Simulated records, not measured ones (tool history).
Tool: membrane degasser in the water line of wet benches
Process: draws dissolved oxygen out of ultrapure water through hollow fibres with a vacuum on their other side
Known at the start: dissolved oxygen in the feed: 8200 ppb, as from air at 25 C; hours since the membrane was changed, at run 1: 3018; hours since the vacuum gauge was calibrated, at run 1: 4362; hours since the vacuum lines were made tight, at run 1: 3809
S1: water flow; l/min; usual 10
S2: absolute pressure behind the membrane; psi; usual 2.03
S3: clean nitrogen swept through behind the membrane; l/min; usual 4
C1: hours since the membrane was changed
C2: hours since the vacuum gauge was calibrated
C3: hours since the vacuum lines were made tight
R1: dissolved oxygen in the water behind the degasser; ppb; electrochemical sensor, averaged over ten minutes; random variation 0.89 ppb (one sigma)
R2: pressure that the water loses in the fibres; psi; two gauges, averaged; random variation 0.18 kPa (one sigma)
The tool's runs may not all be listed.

run    hour  S1    S2     S3    C1    C2    C3     R1     R2
  1       0  10  2.03      4  3018  4362  3809   83.3  5.028
  2    71.3  10  2.03      4  3089  4434  3880   83.1  5.002
  3   121.8  10  2.03      4  3140  4484  3931   84.1  4.998
  4   178.9  13  2.03      4  3197  4541  3988  116.8  6.577
  5   263.3  13  2.03      4  3281  4626  4072  114.7  6.525
  6   321.8  10  2.03      4  3340  4684  4131   82.6   5.01
  7   415.3  10  2.03      4  3433  4778  4224   82.7  5.007
  8   515.2  10  2.03      4  3533  4877  4324   82.6   5.03
  9   613.9  10  2.03      4  3632  4976  4423   85.3  5.002
 10   683.3  10  2.03      4  3701  5045  4492   82.6   5.03
 11   762.5  10  2.89      4  3780  5125  4571  118.4  5.017
 12   855.2  10  2.89      4  3873  5217  4664  118.5  5.092
 13     904  10  2.03      4  3922  5266  4713   82.8   5.02
 14  1000.9  10  2.03      4  4019  5363  4810   83.4  5.047
 15  1052.9  10  1.49      4  4071  5415  4862   62.9  5.039
 16  1098.6  10  2.03   4.74  4116  5461  4907   74.1  5.024
 17    1176   7  2.03    2.7  4194  5538  4985   76.4  3.498
 18  1271.1  10  2.03   7.47  4289  5633  5080   53.2  5.046
 19  1317.4  10  1.97  11.78  4335  5680  5126   39.4  5.017
 20  1380.8  16   1.7  11.33  4399  5743  5190   77.8  8.003
 21  1453.8  10  4.05      4  4472  5816  5263  169.6  5.007
 22  1533.3   6  1.91   4.18  4551  5896  5342     40  3.044
 23    1603  10  4.45    2.1  4621  5965  5412  324.5  4.983
 24  1660.2  10  4.45    2.1  4678  6022  5469  325.2   5.01
 25  1728.3  12  3.35    2.1  4746  6091  5537  288.3  6.035
 26  1787.7  10  2.49   10.5  4806  6150  5597     50  5.021
 27  1834.7  14  3.06   5.05  4853  6197  5644  153.6  7.018
 28  1925.4   8  1.67   8.51  4943  6288  5734   28.8  4.051
 29  2022.3   8  2.03   6.85  5040  6385  5831   41.3  3.981
     2068.1  -- vacuum gauge calibrated
 30  2105.5  10  1.31      4  5123    37  5914   52.7  5.005
 31  2177.6  10  1.31      4  5195   110  5986     53  5.028
 32  2222.1  14  3.73   8.03  5239   154  6030    134  7.018

How the hidden state differs across the entries between the runs, from the last listed run before each to the first after it:
Between runs 29 and 30: vacuum gauge calibrated (hour 2068.1)
  no hidden state differs between the two runs
